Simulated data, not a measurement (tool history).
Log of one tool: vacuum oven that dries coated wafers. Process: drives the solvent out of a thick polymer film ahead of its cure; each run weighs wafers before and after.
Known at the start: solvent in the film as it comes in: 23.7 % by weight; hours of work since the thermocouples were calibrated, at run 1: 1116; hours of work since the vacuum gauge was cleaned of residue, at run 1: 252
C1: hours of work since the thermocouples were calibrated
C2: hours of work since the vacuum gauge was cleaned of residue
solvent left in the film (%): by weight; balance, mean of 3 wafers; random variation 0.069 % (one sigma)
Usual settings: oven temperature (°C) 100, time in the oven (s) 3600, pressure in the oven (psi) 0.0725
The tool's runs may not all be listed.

run 1 hour=0 | oven_temperature_(°C)=100 time_in_the_oven_(s)=3600 pressure_in_the_oven_(psi)=0.0725 | C1=1116 C2=252 | solvent_left_in_the_film_(%)=5.29
run 2 hour=14.2 | oven_temperature_(°C)=100 time_in_the_oven_(s)=3600 pressure_in_the_oven_(psi)=0.0725 | C1=1125 C2=262 | solvent_left_in_the_film_(%)=5.22
run 3 hour=29.8 | oven_temperature_(°C)=100 time_in_the_oven_(s)=3600 pressure_in_the_oven_(psi)=0.0725 | C1=1135 C2=272 | solvent_left_in_the_film_(%)=5.33
run 4 hour=42.9 | oven_temperature_(°C)=100 time_in_the_oven_(s)=3600 pressure_in_the_oven_(psi)=0.0725 | C1=1144 C2=280 | solvent_left_in_the_film_(%)=5.28
run 5 hour=51.9 | oven_temperature_(°C)=100 time_in_the_oven_(s)=3600 pressure_in_the_oven_(psi)=0.0725 | C1=1150 C2=286 | solvent_left_in_the_film_(%)=5.37
run 6 hour=62.3 | oven_temperature_(°C)=100 time_in_the_oven_(s)=3600 pressure_in_the_oven_(psi)=0.0725 | C1=1157 C2=293 | solvent_left_in_the_film_(%)=5.23
run 7 hour=75.6 | oven_temperature_(°C)=100 time_in_the_oven_(s)=3600 pressure_in_the_oven_(psi)=0.0725 | C1=1165 C2=302 | solvent_left_in_the_film_(%)=5.28
run 8 hour=87.4 | oven_temperature_(°C)=100 time_in_the_oven_(s)=4500 pressure_in_the_oven_(psi)=0.0725 | C1=1173 C2=309 | solvent_left_in_the_film_(%)=4
run 9 hour=98.3 | oven_temperature_(°C)=100 time_in_the_oven_(s)=4500 pressure_in_the_oven_(psi)=0.2382 | C1=1180 C2=316 | solvent_left_in_the_film_(%)=5.28
run 10 hour=112.7 | oven_temperature_(°C)=100 time_in_the_oven_(s)=4500 pressure_in_the_oven_(psi)=0.2382 | C1=1189 C2=326 | solvent_left_in_the_film_(%)=5.25

Forecast run 11:
run 11 hour=121.9 | oven_temperature_(°C)=100 time_in_the_oven_(s)=4500 pressure_in_the_oven_(psi)=0.2382 | C1=1195 C2=332 | solvent_left_in_the_film_(%)=?

{"run 11": {"solvent left in the film (%)": 5.19}}
Without the tool's hidden state the same run would have given solvent left in the film (%) 4.56.

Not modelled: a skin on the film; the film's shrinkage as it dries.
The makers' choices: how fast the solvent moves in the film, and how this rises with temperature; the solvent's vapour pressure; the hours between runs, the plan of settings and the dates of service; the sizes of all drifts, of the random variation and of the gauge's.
